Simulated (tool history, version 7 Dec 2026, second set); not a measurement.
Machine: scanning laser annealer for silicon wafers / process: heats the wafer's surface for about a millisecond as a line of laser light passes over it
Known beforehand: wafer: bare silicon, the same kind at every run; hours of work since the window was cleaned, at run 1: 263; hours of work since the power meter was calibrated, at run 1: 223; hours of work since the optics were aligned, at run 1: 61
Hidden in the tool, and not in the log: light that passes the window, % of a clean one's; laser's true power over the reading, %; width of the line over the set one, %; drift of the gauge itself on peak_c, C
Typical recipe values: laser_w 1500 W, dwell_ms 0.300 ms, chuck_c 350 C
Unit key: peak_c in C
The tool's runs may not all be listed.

run,hour,laser_w,dwell_ms,chuck_c,hours of work since the window was cleaned,hours of work since the power meter was calibrated,hours of work since the optics were aligned,peak_c
1,0.0,1500,0.300,350,263,223,61,1070
2,13.0,1500,0.300,350,272,232,70,1071
3,20.1,1500,0.300,350,276,236,75,1069
4,31.9,1500,0.300,310,284,244,83,1028
5,40.5,1500,0.300,350,290,250,88,1068
6,51.7,1500,0.300,350,297,257,96,1069
7,61.3,1500,0.300,359,304,264,102,1079
8,68.4,1500,0.300,359,308,269,107,1076
9,82.0,1500,0.300,359,317,278,116,1080
10,96.8,1604,0.300,350,327,287,126,1121
11,104.2,1604,0.300,350,332,292,131,1120
12,113.4,1604,0.300,350,338,299,137,1122
13,123.1,1604,0.300,350,345,305,143,1122
14,130.6,1500,0.358,350,350,310,148,1138
15,139.5,1500,0.358,350,356,316,154,1136
16,151.3,1500,0.358,350,364,324,162,1139
17,163.3,1572,0.213,364,372,332,170,991
18,169.6,1572,0.213,319,376,336,174,946
# hour 173.6: laser's power meter calibrated
19,187.4,1541,0.361,328,386,9,184,1141

Predict the results of run 20:
# hour 202.1: laser's power meter calibrated, once more
20,202.2,1541,0.361,328,394,0,192,?

Run 20 produced peak_c 1146 C.
The same run, on a tool lacking any hidden state, would have yielded peak_c 1158 C.
